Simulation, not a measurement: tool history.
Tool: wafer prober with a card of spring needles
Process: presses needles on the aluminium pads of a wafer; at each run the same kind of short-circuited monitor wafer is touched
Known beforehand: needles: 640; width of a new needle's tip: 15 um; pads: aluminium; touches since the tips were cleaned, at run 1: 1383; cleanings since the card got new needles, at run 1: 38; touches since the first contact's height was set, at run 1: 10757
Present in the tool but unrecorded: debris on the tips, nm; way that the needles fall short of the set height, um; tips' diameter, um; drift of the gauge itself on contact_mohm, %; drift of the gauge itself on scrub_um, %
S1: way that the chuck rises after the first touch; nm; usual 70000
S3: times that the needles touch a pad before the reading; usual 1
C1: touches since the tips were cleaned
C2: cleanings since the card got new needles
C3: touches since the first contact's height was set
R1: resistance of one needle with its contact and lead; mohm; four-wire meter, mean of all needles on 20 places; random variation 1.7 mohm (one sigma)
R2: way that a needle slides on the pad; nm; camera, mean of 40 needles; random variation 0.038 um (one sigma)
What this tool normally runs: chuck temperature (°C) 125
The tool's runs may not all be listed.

run 1 day=0.000 | S1=70000 chuck_temperature_(°C)=125 S3=1 | C1=1383 C2=38 C3=10757 | R1=174 R2=16020
-- day=0.300 tips cleaned on abrasive film
-- day=0.758 tips cleaned on abrasive film
run 2 day=0.758 | S1=70000 chuck_temperature_(°C)=125 S3=1 | C1=0 C2=40 C3=16986 | R1=173 R2=16120
-- day=1.238 tips cleaned on abrasive film
run 3 day=1.454 | S1=70000 chuck_temperature_(°C)=125 S3=1 | C1=1799 C2=41 C3=22755 | R1=172 R2=16100
-- day=1.721 tips cleaned on abrasive film
run 4 day=2.121 | S1=70000 chuck_temperature_(°C)=125 S3=1 | C1=3325 C2=42 C3=28271 | R1=176 R2=16100
-- day=2.183 tips cleaned on abrasive film
-- day=2.646 tips cleaned on abrasive film
run 5 day=2.717 | S1=70000 chuck_temperature_(°C)=125 S3=1 | C1=599 C2=44 C3=33175 | R1=176 R2=16110
-- day=3.129 tips cleaned on abrasive film
run 6 day=3.529 | S1=88000 chuck_temperature_(°C)=125 S3=1 | C1=3345 C2=45 C3=39894 | R1=172 R2=20280
-- day=3.596 tips cleaned on abrasive film
-- day=4.079 tips cleaned on abrasive film
run 7 day=4.200 | S1=70000 chuck_temperature_(°C)=125 S3=1 | C1=985 C2=47 C3=45394 | R1=175 R2=16160
-- day=4.583 tips cleaned on abrasive film
run 8 day=4.725 | S1=70000 chuck_temperature_(°C)=125 S3=1 | C1=1182 C2=48 C3=49751 | R1=173 R2=16100
-- day=5.038 tips cleaned on abrasive film
-- day=5.512 tips cleaned on abrasive film
run 9 day=5.529 | S1=70000 chuck_temperature_(°C)=125 S3=1 | C1=132 C2=50 C3=56358 | R1=174 R2=16170
-- day=5.996 tips cleaned on abrasive film
run 10 day=6.229 | S1=72000 chuck_temperature_(°C)=125 S3=1 | C1=1957 C2=51 C3=62167 | R1=171 R2=16700
-- day=6.471 tips cleaned on abrasive film
-- day=6.929 tips cleaned on abrasive film
run 11 day=6.929 | S1=72000 chuck_temperature_(°C)=125 S3=1 | C1=0 C2=53 C3=67935 | R1=172 R2=16670
run 12 day=7.279 | S1=68000 chuck_temperature_(°C)=81 S3=2 | C1=2883 C2=53 C3=70818 | R1=168 R2=15670
-- day=7.404 tips cleaned on abrasive film
run 13 day=7.758 | S1=68000 chuck_temperature_(°C)=81 S3=1 | C1=2946 C2=54 C3=74802 | R1=165 R2=15830
-- day=7.879 tips cleaned on abrasive film
run 14 day=8.296 | S1=68000 chuck_temperature_(°C)=81 S3=1 | C1=3462 C2=55 C3=79215 | R1=168 R2=15740
-- day=8.342 tips cleaned on abrasive film
-- day=8.583 height of the first contact set anew
run 15 day=8.667 | S1=68000 chuck_temperature_(°C)=81 S3=1 | C1=2617 C2=56 C3=694 | R1=167 R2=15700

Hidden state or all else? Some run-to-run changes of R2, split into what the settings, what came in and random variation would give without the hidden state, and what is left for the hidden state (with any gauge scatter that isn't in both results):
Run 5 -> 6: S1 70000 -> 88000, tips cleaned on abrasive film. R2 +4170 nm: hidden state +40, all else +4130.
